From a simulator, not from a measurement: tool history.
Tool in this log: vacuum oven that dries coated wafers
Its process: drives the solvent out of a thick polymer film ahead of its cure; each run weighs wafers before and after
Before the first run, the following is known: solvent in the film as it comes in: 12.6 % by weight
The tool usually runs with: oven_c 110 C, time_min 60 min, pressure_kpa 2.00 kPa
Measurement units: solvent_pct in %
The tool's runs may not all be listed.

{"run": 1, "hour": 0.0, "oven_c": 110, "time_min": 60, "pressure_kpa": 2.0, "solvent_pct": 4.5}
{"run": 2, "hour": 57.1, "oven_c": 110, "time_min": 60, "pressure_kpa": 2.0, "solvent_pct": 4.59}
{"run": 3, "hour": 92.5, "oven_c": 110, "time_min": 70, "pressure_kpa": 2.0, "solvent_pct": 4.41}
{"run": 4, "hour": 142.6, "oven_c": 110, "time_min": 70, "pressure_kpa": 2.0, "solvent_pct": 4.59}
{"run": 5, "hour": 171.6, "oven_c": 110, "time_min": 70, "pressure_kpa": 2.0, "solvent_pct": 4.41}
{"run": 6, "hour": 224.2, "oven_c": 110, "time_min": 70, "pressure_kpa": 2.0, "solvent_pct": 4.53}
{"run": 7, "hour": 255.0, "oven_c": 110, "time_min": 70, "pressure_kpa": 2.0, "solvent_pct": 4.51}
{"run": 8, "hour": 297.0, "oven_c": 110, "time_min": 60, "pressure_kpa": 2.0, "solvent_pct": 4.77}
{"run": 9, "hour": 342.4, "oven_c": 110, "time_min": 60, "pressure_kpa": 2.0, "solvent_pct": 4.67}
{"run": 10, "hour": 379.6, "oven_c": 110, "time_min": 60, "pressure_kpa": 2.0, "solvent_pct": 4.76}
{"run": 11, "hour": 430.1, "oven_c": 110, "time_min": 60, "pressure_kpa": 2.0, "solvent_pct": 4.89}
{"run": 12, "hour": 475.6, "oven_c": 110, "time_min": 60, "pressure_kpa": 1.57, "solvent_pct": 4.28}
{"run": 13, "hour": 528.6, "oven_c": 110, "time_min": 60, "pressure_kpa": 1.57, "solvent_pct": 4.12}
{"run": 14, "hour": 563.2, "oven_c": 110, "time_min": 60, "pressure_kpa": 2.0, "solvent_pct": 4.94}
{"run": 15, "hour": 624.4, "oven_c": 110, "time_min": 60, "pressure_kpa": 2.0, "solvent_pct": 5.14}
{"run": 16, "hour": 686.7, "oven_c": 110, "time_min": 60, "pressure_kpa": 2.0, "solvent_pct": 4.9}
{"run": 17, "hour": 724.3, "oven_c": 110, "time_min": 60, "pressure_kpa": 2.0, "solvent_pct": 5.15}
{"run": 18, "hour": 761.7, "oven_c": 111, "time_min": 60, "pressure_kpa": 2.0, "solvent_pct": 4.84}
{"run": 19, "hour": 820.1, "oven_c": 111, "time_min": 60, "pressure_kpa": 2.0, "solvent_pct": 4.84}
{"hour": 827.5, "done": "vacuum gauge cleaned of residue and calibrated"}
{"run": 20, "hour": 867.8, "oven_c": 111, "time_min": 60, "pressure_kpa": 2.0, "solvent_pct": 5.64}
{"run": 21, "hour": 913.2, "oven_c": 111, "time_min": 60, "pressure_kpa": 2.0, "solvent_pct": 5.74}
{"run": 22, "hour": 970.5, "oven_c": 111, "time_min": 60, "pressure_kpa": 1.07, "solvent_pct": 4.1}
{"hour": 1023.2, "done": "vacuum gauge cleaned of residue and calibrated, once more"}
{"run": 23, "hour": 1031.5, "oven_c": 103, "time_min": 60, "pressure_kpa": 2.0, "solvent_pct": 5.48}
{"run": 24, "hour": 1064.7, "oven_c": 103, "time_min": 60, "pressure_kpa": 2.0, "solvent_pct": 5.47}
{"run": 25, "hour": 1097.8, "oven_c": 110, "time_min": 65, "pressure_kpa": 4.74, "solvent_pct": 9.1}
{"run": 26, "hour": 1147.1, "oven_c": 110, "time_min": 65, "pressure_kpa": 4.74, "solvent_pct": 9.26}
{"run": 27, "hour": 1190.7, "oven_c": 107, "time_min": 76, "pressure_kpa": 2.05, "solvent_pct": 4.68}
{"run": 28, "hour": 1253.2, "oven_c": 111, "time_min": 93, "pressure_kpa": 6.94, "solvent_pct": 12.65}
{"run": 29, "hour": 1291.9, "oven_c": 95, "time_min": 83, "pressure_kpa": 1.48, "solvent_pct": 5.68}
{"run": 30, "hour": 1344.6, "oven_c": 95, "time_min": 83, "pressure_kpa": 1.48, "solvent_pct": 5.58}

Estimate the outcome of run 31 from the log above:
{"run": 31, "hour": 1410.2, "oven_c": 121, "time_min": 50, "pressure_kpa": 1.48, "solvent_pct": "?"}

solvent_pct: 2.31 %
If the tool had no hidden condition, the same run with the same run-to-run variation would have returned solvent_pct 1.96 %.

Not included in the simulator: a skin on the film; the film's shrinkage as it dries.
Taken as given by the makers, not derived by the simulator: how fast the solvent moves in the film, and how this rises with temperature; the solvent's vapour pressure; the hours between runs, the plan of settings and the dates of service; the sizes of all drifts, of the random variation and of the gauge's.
